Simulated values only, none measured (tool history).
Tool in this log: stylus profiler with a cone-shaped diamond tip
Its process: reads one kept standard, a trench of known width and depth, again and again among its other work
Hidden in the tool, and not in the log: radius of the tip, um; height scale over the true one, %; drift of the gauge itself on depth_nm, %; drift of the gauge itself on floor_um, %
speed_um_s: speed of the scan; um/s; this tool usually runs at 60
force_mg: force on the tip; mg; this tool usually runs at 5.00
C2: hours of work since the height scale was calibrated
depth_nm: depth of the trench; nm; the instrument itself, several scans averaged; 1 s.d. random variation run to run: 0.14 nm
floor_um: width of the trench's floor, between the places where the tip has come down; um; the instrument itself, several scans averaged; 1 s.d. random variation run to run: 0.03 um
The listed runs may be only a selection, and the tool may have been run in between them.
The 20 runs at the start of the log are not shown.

Run 21, hour 1721.8: usual settings but speed_um_s 43 um/s; scans with this tip 12919; C2 1376. Result: depth_nm 507.55 nm, floor_um 23.93 um.
Run 22, hour 1792.8: usual settings but speed_um_s 22 um/s; scans with this tip 13280; C2 1415. Result: depth_nm 507.51 nm, floor_um 23.95 um.
Run 23, hour 1894.7: usual settings but speed_um_s 22 um/s; scans with this tip 13798; C2 1470. Result: depth_nm 507.51 nm, floor_um 23.89 um.
Run 24, hour 1978.5: usual settings but speed_um_s 22 um/s; scans with this tip 14223; C2 1515. Result: depth_nm 507.21 nm, floor_um 23.83 um.
Run 25, hour 2036.9: usual settings but speed_um_s 35 um/s, force_mg 6.54 mg; scans with this tip 14520; C2 1547. Result: depth_nm 509.10 nm, floor_um 23.78 um.
Run 26, hour 2119.8: usual settings but speed_um_s 150 um/s, force_mg 5.58 mg; scans with this tip 14941; C2 1592. Result: depth_nm 507.76 nm, floor_um 23.47 um.
Run 27, hour 2230.0: usual settings but speed_um_s 111 um/s, force_mg 6.04 mg; scans with this tip 15501; C2 1651. Result: depth_nm 508.25 nm, floor_um 23.51 um.
Run 28, hour 2349.2: usual settings but speed_um_s 111 um/s, force_mg 6.04 mg; scans with this tip 16106; C2 1716. Result: depth_nm 508.29 nm, floor_um 23.43 um.
Run 29, hour 2430.9: usual settings but speed_um_s 40 um/s, force_mg 1.97 mg; scans with this tip 16522; C2 1760. Result: depth_nm 502.69 nm, floor_um 23.47 um.
At hour 2536.5: height scale calibrated on a step standard.
Run 30, hour 2539.5: usual settings but speed_um_s 164 um/s, force_mg 9.05 mg; scans with this tip 17071; C2 2. Result: depth_nm 513.66 nm, floor_um 23.22 um.
Run 31, hour 2625.2: usual settings but speed_um_s 140 um/s, force_mg 2.17 mg; scans with this tip 17506; C2 48. Result: depth_nm 505.21 nm, floor_um 23.02 um.
Run 32, hour 2692.7: usual settings but speed_um_s 52 um/s, force_mg 2.88 mg; scans with this tip 17848; C2 85. Result: depth_nm 506.38 nm, floor_um 23.33 um.
Run 33, hour 2814.2: usual settings but speed_um_s 52 um/s, force_mg 2.88 mg; scans with this tip 18466; C2 150. Result: depth_nm 506.02 nm, floor_um 23.28 um.
Run 34, hour 2910.8: usual settings but speed_um_s 175 um/s, force_mg 6.57 mg; scans with this tip 18957; C2 203. Result: depth_nm 510.81 nm, floor_um 23.05 um.
Run 35, hour 3006.7: usual settings but speed_um_s 38 um/s, force_mg 9.43 mg; scans with this tip 19443; C2 254. Result: depth_nm 513.86 nm, floor_um 23.30 um.
Run 36, hour 3114.9: usual settings but speed_um_s 54 um/s, force_mg 9.43 mg; scans with this tip 19993; C2 313. Result: depth_nm 513.67 nm, floor_um 23.20 um.
Run 37, hour 3232.3: usual settings but speed_um_s 150 um/s; scans with this tip 20589; C2 377. Result: depth_nm 508.77 nm, floor_um 22.88 um.
Run 38, hour 3306.9: usual settings but speed_um_s 29 um/s, force_mg 14.71 mg; scans with this tip 20968; C2 417. Result: depth_nm 518.51 nm, floor_um 23.18 um.
Run 39, hour 3431.7: usual settings but speed_um_s 113 um/s, force_mg 11.86 mg; scans with this tip 21602; C2 484. Result: depth_nm 515.89 nm, floor_um 23.08 um.
Run 40, hour 3550.8: usual settings but speed_um_s 208 um/s, force_mg 12.81 mg; scans with this tip 22207; C2 549. Result: depth_nm 516.60 nm, floor_um 22.77 um.
Run 41, hour 3668.7: usual settings but speed_um_s 208 um/s, force_mg 12.81 mg; scans with this tip 22806; C2 613. Result: depth_nm 516.87 nm, floor_um 22.75 um.
Run 42, hour 3745.3: usual settings but speed_um_s 16 um/s, force_mg 3.52 mg; scans with this tip 23195; C2 654. Result: depth_nm 506.60 nm, floor_um 23.05 um.
Run 43, hour 3832.1: usual settings but speed_um_s 208 um/s, force_mg 4.03 mg; scans with this tip 23636; C2 701. Result: depth_nm 507.12 nm, floor_um 22.39 um.
Run 44, hour 3941.5: usual settings but speed_um_s 43 um/s, force_mg 7.02 mg; scans with this tip 24192; C2 760. Result: depth_nm 510.69 nm, floor_um 22.82 um.
Run 45, hour 4066.9: usual settings but speed_um_s 41 um/s, force_mg 3.17 mg; scans with this tip 24829; C2 828. Result: depth_nm 505.66 nm, floor_um 22.72 um.

Each row is a separate what-if for the run after 45, all from the same tool condition, not one after another. Results?
Run A, hour 4197.9: usual settings but speed_um_s 175 um/s, force_mg 3.17 mg; scans with this tip 25494; C2 899. Result: depth_nm ?, floor_um ?.
Run B, hour 4197.9: usual settings but speed_um_s 82 um/s, force_mg 6.12 mg; scans with this tip 25494; C2 899. Result: depth_nm ?, floor_um ?.
Run C, hour 4197.9: usual settings but force_mg 5.63 mg; scans with this tip 25494; C2 899. Result: depth_nm ?, floor_um ?.

run  depth_nm  floor_um
  A    505.44     22.20
  B    509.62     22.58
  C    508.69     22.64
Without the tool's unlogged condition, the same runs would have read:
run  depth_nm  floor_um
  A    506.76     25.04
  B    510.95     25.42
  C    510.02     25.48

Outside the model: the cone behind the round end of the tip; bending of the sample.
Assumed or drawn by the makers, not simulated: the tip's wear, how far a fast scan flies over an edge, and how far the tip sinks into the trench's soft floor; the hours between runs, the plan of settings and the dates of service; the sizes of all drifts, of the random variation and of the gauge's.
